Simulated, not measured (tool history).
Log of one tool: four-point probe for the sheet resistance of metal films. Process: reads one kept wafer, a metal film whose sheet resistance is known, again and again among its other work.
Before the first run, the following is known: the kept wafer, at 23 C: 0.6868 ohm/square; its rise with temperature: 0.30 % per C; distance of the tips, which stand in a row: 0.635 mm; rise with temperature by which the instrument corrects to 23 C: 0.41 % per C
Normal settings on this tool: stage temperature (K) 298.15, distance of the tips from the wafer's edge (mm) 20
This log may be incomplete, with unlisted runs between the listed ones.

run,hour,stage temperature (K),distance of the tips from the wafer's edge (mm),sheet resistance as the instrument gives it (ohm/square)
1,0,298.15,20,0.681268
2,15.7,298.15,3,0.69707
3,28.3,298.15,3,0.696978
4,46.3,298.15,3,0.696944
5,63.2,298.15,3,0.696892
6,73.1,298.15,3,0.696814
7,89.9,298.15,20,0.680987
8,102.9,298.15,20,0.681174
9,121.6,298.15,20,0.680906
10,137.6,298.15,20,0.681101
11,155,293.15,20,0.684875
12,163.2,305.15,46,0.675641
13,178.6,296.15,63,0.682037
14,188.5,300.15,20,0.679252
15,196.3,300.15,20,0.679422
16,211.6,294.15,47,0.683652
17,219.9,298.15,6,0.684504
18,233.7,293.15,9,0.6858
19,243.4,304.15,4,0.684862
20,256.8,304.15,4,0.684752
21,267.9,301.15,6,0.682235
22,275.7,301.15,6,0.682212

Selected run-to-run steps in sheet resistance as the instrument gives it (ohm/square), each split into two signed amounts: the part the tool would show with no hidden state at all (from settings, incoming material and random variation), and the remainder, which goes to the hidden state together with any gauge scatter not common to the measured and the hidden-state-free results:
The hidden state here: inner tips' distance over the nominal, %; tips' flats over new ones', %; wafer's true temperature over the reading, C; drift of the gauge itself on sheet_ohm, %.
Run 1 -> 2: distance of the tips from the wafer's edge (mm) 20 -> 3. sheet resistance as the instrument gives it (ohm/square) +0.015802: hidden state -0.000134, all else +0.015936.
Run 6 -> 7: distance of the tips from the wafer's edge (mm) 3 -> 20. sheet resistance as the instrument gives it (ohm/square) -0.015827: hidden state +0.00005, all else -0.015877.
Run 12 -> 13: stage temperature (K) 305.15 -> 296.15, distance of the tips from the wafer's edge (mm) 46 -> 63. sheet resistance as the instrument gives it (ohm/square) +0.006396: hidden state -0.000091, all else +0.006487.

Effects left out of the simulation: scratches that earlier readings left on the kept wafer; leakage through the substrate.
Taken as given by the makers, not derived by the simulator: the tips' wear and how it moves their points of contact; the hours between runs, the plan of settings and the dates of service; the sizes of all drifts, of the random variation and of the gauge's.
